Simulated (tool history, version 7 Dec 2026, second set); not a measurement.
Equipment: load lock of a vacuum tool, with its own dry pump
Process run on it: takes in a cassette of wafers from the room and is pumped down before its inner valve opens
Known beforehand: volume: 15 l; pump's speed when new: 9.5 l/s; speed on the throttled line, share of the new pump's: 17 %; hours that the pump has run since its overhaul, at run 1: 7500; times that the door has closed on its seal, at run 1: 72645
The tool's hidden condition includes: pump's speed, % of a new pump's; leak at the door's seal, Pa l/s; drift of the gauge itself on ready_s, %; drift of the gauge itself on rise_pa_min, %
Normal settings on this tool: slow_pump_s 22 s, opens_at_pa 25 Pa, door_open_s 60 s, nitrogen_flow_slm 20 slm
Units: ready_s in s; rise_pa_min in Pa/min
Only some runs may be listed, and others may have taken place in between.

run      day  slow_pump_s  opens_at_pa  door_open_s  nitrogen_flow_slm  hours that the pump has run since its overhaul  times that the door has closed on its seal  incoming humidity of the room's air, %  ready_s  rise_pa_min
  1    0.000           22           25           60                 20                                            7500                                       72645                                    49.2     32.4        0.289
       7.833  -- door's seal changed, seat wiped
  2   25.821           22           19           60                 20                                            8119                                        1257                                    45.7     32.9        0.027
  3   52.067           22           19           60                 20                                            8748                                        3091                                    43.9     33.5        0.037
  4   79.988           22           19           60                 20                                            9419                                        5042                                    45.4     33.4        0.037
  5   99.517           22           19           60                 20                                            9887                                        6406                                    46.3     33.5        0.037
  6  120.621           22           25           60                 20                                           10394                                        7881                                    46.3     33.3        0.040
  7  148.025           22           25           60                 20                                           11051                                        9795                                    46.7     32.7        0.040
  8  175.146           22           25          165                 20                                           11702                                       11690                                    46.3     33.2        0.073
  9  202.512           22           25           60                 20                                           12359                                       13602                                    44.3     33.4        0.048
 10  227.242           22           25           60                 20                                           12953                                       15330                                    41.4     32.5        0.052
 11  239.742           22           25           60                 20                                           13253                                       16204                                    44.3     33.7        0.057
 12  263.062           22           25           60                 20                                           13812                                       17833                                    46.4     34.1        0.061
 13  292.579           22           38           60                 20                                           14521                                       19895                                    41.0     33.6        0.065
 14  320.554           22           38           60                 20                                           15192                                       21850                                    44.1     33.5        0.067
     338.975  -- dry pump taken out, an overhauled one fitted
 15  342.642           22           38           60                 20                                              88                                       23376                                    45.2     31.3        0.071
 16  367.688           22           38           60                 20                                             689                                       25126                                    45.1     31.2        0.073
 17  383.021           22           38           60                 20                                            1057                                       26197                                    44.0     31.4        0.079
 18  407.642           22           25          126                 20                                            1648                                       27917                                    41.1     32.2        0.096
 19  429.088           22           25          126                 20                                            2163                                       29416                                    44.5     31.5        0.099
 20  442.879           22           22           60                 20                                            2494                                       30380                                    44.2     33.0        0.085
 21  464.917           22           18           60                 20                                            3023                                       31919                                    45.4     33.3        0.095
 22  481.012           19           25           60                 13                                            3409                                       33044                                    47.1     30.0        0.106

Expected results for the next run?
 23  501.242           19           25           60                 13                                            3894                                       34457                                    43.6        ?            ?

{"run 23": {"ready_s": 30.0, "rise_pa_min": 0.107}}
Without the tool's hidden state the same run would have given ready_s 29.1 s, rise_pa_min 0.031 Pa/min.

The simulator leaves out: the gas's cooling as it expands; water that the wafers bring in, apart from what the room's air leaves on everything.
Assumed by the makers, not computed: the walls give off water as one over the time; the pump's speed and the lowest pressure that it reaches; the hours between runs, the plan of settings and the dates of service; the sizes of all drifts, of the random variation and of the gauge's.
